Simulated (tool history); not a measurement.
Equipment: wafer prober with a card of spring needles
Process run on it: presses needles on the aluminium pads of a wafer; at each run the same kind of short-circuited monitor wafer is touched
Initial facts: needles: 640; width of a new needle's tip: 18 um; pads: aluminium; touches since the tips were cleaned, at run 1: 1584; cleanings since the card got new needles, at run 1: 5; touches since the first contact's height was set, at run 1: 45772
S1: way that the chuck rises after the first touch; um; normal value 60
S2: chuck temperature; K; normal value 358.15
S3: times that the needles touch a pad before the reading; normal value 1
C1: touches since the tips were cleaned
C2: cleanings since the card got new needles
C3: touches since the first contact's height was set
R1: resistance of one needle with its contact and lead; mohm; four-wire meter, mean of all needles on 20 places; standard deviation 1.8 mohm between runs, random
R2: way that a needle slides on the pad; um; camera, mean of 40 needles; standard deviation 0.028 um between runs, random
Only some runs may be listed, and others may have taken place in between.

run,hour,S1,S2,S3,C1,C2,C3,R1,R2
1,0.0,60,358.15,1,1584,5,45772,180,11.74
2,9.6,60,358.15,1,3875,5,48063,179,11.77
3,19.1,60,326.15,1,6144,5,50332,174,11.73
4,24.1,60,358.15,1,7347,5,51535,179,11.76
# hour 27.9: tips cleaned on abrasive film
5,31.6,60,358.15,1,894,6,53306,184,11.73
6,43.4,60,358.15,1,3700,6,56112,178,11.73
7,51.8,60,358.15,1,5703,6,58115,182,11.74
8,58.2,79,358.15,1,7241,6,59653,175,15.47
# hour 62.0: tips cleaned on abrasive film
9,66.6,79,358.15,1,1115,7,61640,176,15.43
10,78.1,60,358.15,2,3848,7,64373,178,11.71
11,88.4,60,358.15,1,6312,7,66837,177,11.72
# hour 96.2: tips cleaned on abrasive film
12,99.7,60,358.15,1,853,8,69530,180,11.74
13,110.3,60,358.15,1,3378,8,72055,180,11.69
14,119.4,60,358.15,1,5553,8,74230,177,11.74
15,124.5,60,358.15,1,6770,8,75447,181,11.65
# hour 130.5: tips cleaned on abrasive film
16,134.3,60,358.15,1,899,9,77756,180,11.64
17,144.4,60,358.15,1,3309,9,80166,180,11.71
18,152.2,60,358.15,1,5192,9,82049,180,11.66
19,157.6,48,306.15,1,6475,9,83332,171,9.31
# hour 164.9: tips cleaned on abrasive film
20,169.0,79,306.15,1,982,10,86019,162,15.33
21,179.1,60,300.15,2,3397,10,88434,167,11.65
22,186.1,42,376.15,1,5073,10,90110,194,8.15
23,195.1,69,308.15,2,7226,10,92263,168,13.40
# hour 199.0: tips cleaned on abrasive film
24,203.3,71,308.15,3,1015,11,94191,167,13.77
25,214.7,71,308.15,3,3740,11,96916,169,13.81
26,220.5,68,397.15,2,5127,11,98303,187,13.18
27,225.6,68,307.15,2,6356,11,99532,169,13.16
28,232.2,68,307.15,2,7923,11,101099,169,13.19
# hour 233.0: tips cleaned on abrasive film
29,243.7,60,302.15,2,2565,12,103830,170,11.63
30,254.6,43,302.15,3,5160,12,106425,174,8.31
31,264.3,55,314.15,1,7471,12,108736,171,10.61
# hour 267.7: tips cleaned on abrasive film
32,272.5,61,320.15,1,1150,13,110695,171,11.78
# hour 277.3: height of the first contact set anew
33,280.5,61,320.15,1,2974,13,762,174,11.78
34,285.9,59,358.15,1,4264,13,2052,180,11.42

A few steps of R2 between consecutive runs. Split each: what settings, incoming material and random variation would produce without the hidden state, and what is left over for the hidden state, along with gauge scatter present in only one of the two compared results (measured, and without hidden state):
Hidden state present: debris on the tips, nm; way that the needles fall short of the set height, um; tips' diameter, um; drift of the gauge itself on contact_mohm, %; drift of the gauge itself on scrub_um, %.
Run 7 -> 8: S1 60 -> 79. R2 +3.73 um: hidden state -0.02, all else +3.75.
Run 19 -> 20: S1 48 -> 79, tips cleaned on abrasive film. R2 +6.02 um: hidden state -0.05, all else +6.07.
Run 21 -> 22: S1 60 -> 42, S2 300.15 -> 376.15, S3 2 -> 1. R2 -3.50 um: hidden state +0.03, all else -3.53.
Run 22 -> 23: S1 42 -> 69, S2 376.15 -> 308.15, S3 1 -> 2. R2 +5.25 um: hidden state -0.05, all else +5.30.
